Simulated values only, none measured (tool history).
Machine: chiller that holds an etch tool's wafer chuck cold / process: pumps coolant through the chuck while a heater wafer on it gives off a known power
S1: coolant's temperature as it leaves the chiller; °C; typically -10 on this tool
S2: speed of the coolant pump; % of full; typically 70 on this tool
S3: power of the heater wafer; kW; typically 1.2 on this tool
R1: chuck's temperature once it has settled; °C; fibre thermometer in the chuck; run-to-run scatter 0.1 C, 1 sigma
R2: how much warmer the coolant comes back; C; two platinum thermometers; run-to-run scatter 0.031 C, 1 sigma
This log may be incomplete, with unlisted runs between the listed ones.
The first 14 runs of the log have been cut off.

Run 15, hour 443.6: usual settings. Result: R1 -1.1 °C, R2 2.86 C.
Run 16, hour 463.2: usual settings. Result: R1 -0.7 °C, R2 2.86 C.
Run 17, hour 490.7: usual settings but S2 71 % of full, S3 0.908 kW. Result: R1 -2.9 °C, R2 1.99 C.
Run 18, hour 517.7: usual settings but S1 -18 °C, S2 72 % of full. Result: R1 -9.1 °C, R2 2.72 C.
Run 19, hour 535.3: usual settings. Result: R1 -0.9 °C, R2 2.77 C.
Run 20, hour 578.4: usual settings but S3 0.609 kW. Result: R1 -5.3 °C, R2 1.22 C.
Run 21, hour 608.4: usual settings but S3 0.609 kW. Result: R1 -5.4 °C, R2 1.15 C.
Run 22, hour 646.7: usual settings but S1 -5 °C, S2 88 % of full, S3 0.886 kW. Result: R1 1 °C, R2 1.38 C.
Run 23, hour 685.8: usual settings but S1 -5 °C, S2 88 % of full, S3 0.886 kW. Result: R1 0.9 °C, R2 1.36 C.
Run 24, hour 709.7: usual settings but S1 -15 °C, S2 88 % of full, S3 1.249 kW. Result: R1 -6.9 °C, R2 2.04 C.
At hour 744: gauge calibrated.
Run 25, hour 750: usual settings but S2 64 % of full. Result: R1 -0.3 °C, R2 3.39 C.
Run 26, hour 770.1: usual settings but S1 -15 °C, S2 61 % of full, S3 1.142 kW. Result: R1 -5.5 °C, R2 3.4 C.
Run 27, hour 790: usual settings but S1 -13 °C, S2 69 % of full. Result: R1 -3.9 °C, R2 3.13 C.
Run 28, hour 815.5: usual settings but S1 -13 °C, S2 69 % of full. Result: R1 -3.6 °C, R2 3.09 C.
Run 29, hour 856.6: usual settings but S1 -12 °C, S2 65 % of full, S3 0.892 kW. Result: R1 -4.9 °C, R2 2.41 C.
Run 30, hour 899.1: usual settings but S1 -15 °C, S2 62 % of full, S3 0.892 kW. Result: R1 -7.8 °C, R2 2.55 C.
Run 31, hour 939.3: usual settings but S1 -15 °C, S2 84 % of full, S3 1.428 kW. Result: R1 -5.4 °C, R2 2.88 C.

Alternative continuations, all from the tool just after run 31; predict every row:
Run A, hour 981.5: usual settings but S1 -4 °C, S3 1.493 kW. Result: R1 ?, R2 ?.
Run B, hour 981.5: usual settings but S1 -9 °C, S2 77 % of full, S3 0.759 kW. Result: R1 ?, R2 ?.
Run C, hour 981.5: usual settings but S1 -15 °C, S2 84 % of full, S3 1.07 kW. Result: R1 ?, R2 ?.

run    R1    R2
  A   7.2   3.7
  B  -3.3   1.6
  C  -7.7  2.11
With the hidden condition removed and each run's random variation left untouched, the same runs would have given:
run    R1    R2
  A   7.2  3.84
  B  -3.3  1.74
  C  -7.7  2.25
